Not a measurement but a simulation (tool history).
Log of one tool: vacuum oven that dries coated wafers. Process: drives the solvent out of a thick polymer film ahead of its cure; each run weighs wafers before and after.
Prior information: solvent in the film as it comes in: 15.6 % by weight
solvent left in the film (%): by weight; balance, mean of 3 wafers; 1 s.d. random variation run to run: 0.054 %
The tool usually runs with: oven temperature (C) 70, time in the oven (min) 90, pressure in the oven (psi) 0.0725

run   hour  oven temperature (C)  time in the oven (min)  pressure in the oven (psi)  solvent left in the film (%)
  1    0.0                    70                      90                      0.0725                          2.93
  2   47.9                    70                      90                      0.0725                          2.90
  3   80.4                    70                      90                      0.0725                          2.92
  4  118.8                    70                      90                      0.0725                          2.93
  5  159.7                    70                      90                      0.0725                          2.90
  6  190.2                    70                      90                      0.0377                          2.74
     210.6  -- oven's thermocouples calibrated
  7  228.1                    70                      90                      0.2080                          2.66
  8  280.3                    70                      90                      0.2080                          2.54
  9  338.9                    70                      90                      0.2080                          2.54
 10  385.5                    70                      90                      0.2080                          2.63
 11  420.0                    70                      90                      0.0725                          2.12
 12  453.1                    70                      90                      0.0725                          2.15
 13  496.1                    70                      81                      0.2017                          3.02
     500.9  -- vacuum gauge cleaned of residue and calibrated
 14  553.6                    70                      73                      0.0682                          2.89
 15  609.7                    70                      73                      0.0682                          2.92
 16  653.2                    60                      90                      0.1002                          5.59
 17  677.2                    74                     117                      0.2561                          1.51
 18  715.1                    74                     138                      0.2561                          1.30
     727.3  -- vacuum gauge cleaned of residue and calibrated, once more
 19  744.9                    74                     138                      0.2561                          1.32
 20  778.8                    70                      47                      0.0763                          4.87
 21  835.7                    71                      90                      0.1360                          2.15
 22  888.3                    65                      87                      0.0473                          3.86
 23  945.2                    70                      72                      0.1281                          3.19

Predict each of these 4 candidate next runs independently; none follows another, all start after run 23:
  A  1004.1                    70                      60                      0.0587                             ?
  B  1004.1                    70                      56                      0.2019                             ?
  C  1004.1                    70                      62                      0.0725                             ?
  D  1004.1                    70                     153                      0.0402                             ?

run  solvent left in the film (%)
  A                          3.80
  B                          4.59
  C                          3.74
  D                          0.74
Without the tool's unlogged condition, the same runs would have read:
run  solvent left in the film (%)
  A                          3.46
  B                          4.24
  C                          3.40
  D                          0.59
